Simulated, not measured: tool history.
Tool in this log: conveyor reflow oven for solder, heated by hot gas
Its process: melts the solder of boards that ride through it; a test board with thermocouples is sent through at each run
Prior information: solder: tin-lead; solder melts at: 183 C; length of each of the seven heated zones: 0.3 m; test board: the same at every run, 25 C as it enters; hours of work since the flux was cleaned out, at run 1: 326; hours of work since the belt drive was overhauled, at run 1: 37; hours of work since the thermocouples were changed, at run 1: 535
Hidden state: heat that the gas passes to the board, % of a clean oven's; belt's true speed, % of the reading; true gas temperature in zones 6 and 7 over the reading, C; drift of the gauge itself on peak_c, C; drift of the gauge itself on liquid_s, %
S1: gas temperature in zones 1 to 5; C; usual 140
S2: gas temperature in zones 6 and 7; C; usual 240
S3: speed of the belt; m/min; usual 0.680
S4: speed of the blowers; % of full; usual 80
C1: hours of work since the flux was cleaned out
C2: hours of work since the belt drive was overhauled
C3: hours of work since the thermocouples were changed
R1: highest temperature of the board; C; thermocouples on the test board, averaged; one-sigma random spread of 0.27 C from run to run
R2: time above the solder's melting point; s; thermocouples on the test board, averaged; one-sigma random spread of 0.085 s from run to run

run,hour,S1,S2,S3,S4,C1,C2,C3,R1,R2
1,0.0,140,240,0.680,80,326,37,535,225.0,43.83
2,11.0,140,240,0.680,80,331,42,540,224.4,43.94
3,23.4,140,240,0.594,80,337,48,546,228.4,52.13
4,33.0,140,240,0.594,80,342,52,550,228.3,52.30
5,41.1,140,240,0.594,80,345,56,554,228.4,52.25
6,48.6,140,240,0.594,80,349,60,558,228.3,52.30
7,57.1,140,240,0.680,77,353,64,562,224.0,43.52
8,68.8,140,240,0.680,77,359,69,567,224.4,43.54
9,78.0,140,240,0.680,80,363,74,572,224.4,43.79
10,90.4,140,240,0.680,80,369,79,578,224.5,43.71
# hour 96.9: flux residue cleaned out of gas plates and filters
11,102.0,149,240,0.653,80,2,83,581,227.3,49.22
12,114.0,150,240,0.725,65,8,88,586,221.1,41.62
13,123.6,150,240,0.725,65,13,93,591,220.8,41.70
14,129.5,125,240,0.689,64,15,96,594,217.4,36.03
15,135.9,125,240,0.689,64,18,99,597,217.2,35.99
16,143.1,125,240,0.734,64,22,102,600,214.9,32.15
17,152.6,125,240,0.734,64,26,107,605,215.0,32.46

5 ways to go on from here, each from the tool as it stands after run 17. What would each give?
A,164.1,129,230,0.734,89,32,112,610,?,?
B,164.1,137,237,0.791,80,32,112,610,?,?
C,164.1,140,250,0.680,80,32,112,610,?,?
D,164.1,133,252,0.680,80,32,112,610,?,?
E,164.1,143,248,0.734,55,32,112,610,?,?

run,R1,R2
A,213.3,33.20
B,216.7,33.16
C,233.5,47.09
D,234.2,46.02
E,222.7,39.85
The same runs, with their run-to-run variation unchanged, on a tool lacking any hidden condition would have given:
run,R1,R2
A,213.4,33.26
B,216.8,33.21
C,233.6,47.12
D,234.3,46.06
E,222.8,39.89
